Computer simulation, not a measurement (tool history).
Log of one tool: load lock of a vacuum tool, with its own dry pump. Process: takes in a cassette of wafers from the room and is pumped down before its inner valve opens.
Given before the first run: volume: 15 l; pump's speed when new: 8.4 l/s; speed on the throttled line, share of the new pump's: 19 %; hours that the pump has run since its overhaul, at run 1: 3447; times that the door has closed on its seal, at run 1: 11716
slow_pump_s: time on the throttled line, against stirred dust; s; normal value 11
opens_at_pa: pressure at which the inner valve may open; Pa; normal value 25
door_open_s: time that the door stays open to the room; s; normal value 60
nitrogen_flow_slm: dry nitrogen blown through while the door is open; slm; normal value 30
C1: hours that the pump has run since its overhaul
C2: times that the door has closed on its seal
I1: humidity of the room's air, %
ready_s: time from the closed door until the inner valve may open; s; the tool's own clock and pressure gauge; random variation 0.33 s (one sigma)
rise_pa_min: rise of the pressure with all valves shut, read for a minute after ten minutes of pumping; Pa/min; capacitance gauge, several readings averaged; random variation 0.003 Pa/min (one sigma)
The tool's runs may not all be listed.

{"run": 1, "day": 0.0, "slow_pump_s": 11, "opens_at_pa": 25, "door_open_s": 60, "nitrogen_flow_slm": 30, "C1": 3447, "C2": 11716, "I1": 44.5, "ready_s": 25, "rise_pa_min": 0.142}
{"run": 2, "day": 4.992, "slow_pump_s": 11, "opens_at_pa": 25, "door_open_s": 60, "nitrogen_flow_slm": 34, "C1": 3567, "C2": 12043, "I1": 41.4, "ready_s": 24.5, "rise_pa_min": 0.14}
{"run": 3, "day": 8.179, "slow_pump_s": 11, "opens_at_pa": 25, "door_open_s": 60, "nitrogen_flow_slm": 11, "C1": 3644, "C2": 12251, "I1": 43.2, "ready_s": 25.2, "rise_pa_min": 0.162}
{"run": 4, "day": 14.833, "slow_pump_s": 11, "opens_at_pa": 25, "door_open_s": 60, "nitrogen_flow_slm": 11, "C1": 3803, "C2": 12686, "I1": 43.1, "ready_s": 24.5, "rise_pa_min": 0.167}
{"run": 5, "day": 21.446, "slow_pump_s": 11, "opens_at_pa": 25, "door_open_s": 60, "nitrogen_flow_slm": 11, "C1": 3962, "C2": 13118, "I1": 45.5, "ready_s": 24.9, "rise_pa_min": 0.181}
{"run": 6, "day": 24.817, "slow_pump_s": 11, "opens_at_pa": 25, "door_open_s": 60, "nitrogen_flow_slm": 11, "C1": 4043, "C2": 13338, "I1": 45, "ready_s": 24.8, "rise_pa_min": 0.172}
{"run": 7, "day": 28.6, "slow_pump_s": 11, "opens_at_pa": 25, "door_open_s": 60, "nitrogen_flow_slm": 11, "C1": 4134, "C2": 13586, "I1": 43.7, "ready_s": 24.8, "rise_pa_min": 0.183}
{"run": 8, "day": 34.788, "slow_pump_s": 11, "opens_at_pa": 25, "door_open_s": 60, "nitrogen_flow_slm": 11, "C1": 4282, "C2": 13990, "I1": 46.6, "ready_s": 24.8, "rise_pa_min": 0.187}
{"run": 9, "day": 39.783, "slow_pump_s": 11, "opens_at_pa": 25, "door_open_s": 60, "nitrogen_flow_slm": 11, "C1": 4402, "C2": 14317, "I1": 46.1, "ready_s": 25.3, "rise_pa_min": 0.194}
{"run": 10, "day": 44.542, "slow_pump_s": 11, "opens_at_pa": 25, "door_open_s": 60, "nitrogen_flow_slm": 11, "C1": 4516, "C2": 14628, "I1": 47, "ready_s": 24.7, "rise_pa_min": 0.202}
{"run": 11, "day": 50.646, "slow_pump_s": 11, "opens_at_pa": 37, "door_open_s": 60, "nitrogen_flow_slm": 14, "C1": 4663, "C2": 15027, "I1": 45.4, "ready_s": 24.5, "rise_pa_min": 0.203}
{"run": 12, "day": 56.458, "slow_pump_s": 11, "opens_at_pa": 37, "door_open_s": 60, "nitrogen_flow_slm": 14, "C1": 4802, "C2": 15407, "I1": 47.3, "ready_s": 24.2, "rise_pa_min": 0.208}
{"run": 13, "day": 63.221, "slow_pump_s": 15, "opens_at_pa": 34, "door_open_s": 119, "nitrogen_flow_slm": 30, "C1": 4965, "C2": 15849, "I1": 42.5, "ready_s": 27.6, "rise_pa_min": 0.206}
{"run": 14, "day": 66.733, "slow_pump_s": 11, "opens_at_pa": 20, "door_open_s": 60, "nitrogen_flow_slm": 30, "C1": 5049, "C2": 16079, "I1": 44.3, "ready_s": 25.7, "rise_pa_min": 0.193}
{"run": 15, "day": 73.762, "slow_pump_s": 11, "opens_at_pa": 20, "door_open_s": 60, "nitrogen_flow_slm": 30, "C1": 5218, "C2": 16538, "I1": 48.1, "ready_s": 25.7, "rise_pa_min": 0.212}
{"run": 16, "day": 78.175, "slow_pump_s": 11, "opens_at_pa": 20, "door_open_s": 60, "nitrogen_flow_slm": 30, "C1": 5324, "C2": 16827, "I1": 48.4, "ready_s": 25.2, "rise_pa_min": 0.211}
{"run": 17, "day": 82.933, "slow_pump_s": 11, "opens_at_pa": 20, "door_open_s": 60, "nitrogen_flow_slm": 30, "C1": 5438, "C2": 17138, "I1": 42.4, "ready_s": 25.5, "rise_pa_min": 0.216}

A few steps of ready_s between consecutive runs. Split each: what settings, incoming material and random variation would produce without the hidden state, and what is left over for the hidden state, along with gauge scatter present in only one of the two compared results (measured, and without hidden state):
Hidden conditions of the tool in this case: pump's speed, % of a new pump's; leak at the door's seal, Pa l/s; drift of the gauge itself on ready_s, %; drift of the gauge itself on rise_pa_min, %.
Run 8 -> 9: no setting changed, nothing entered. ready_s +0.5 s: hidden state +0.2, all else +0.3.
Run 12 -> 13: slow_pump_s 11 -> 15, opens_at_pa 37 -> 34, door_open_s 60 -> 119, nitrogen_flow_slm 14 -> 30. ready_s +3.4 s: hidden state +0.1, all else +3.3.
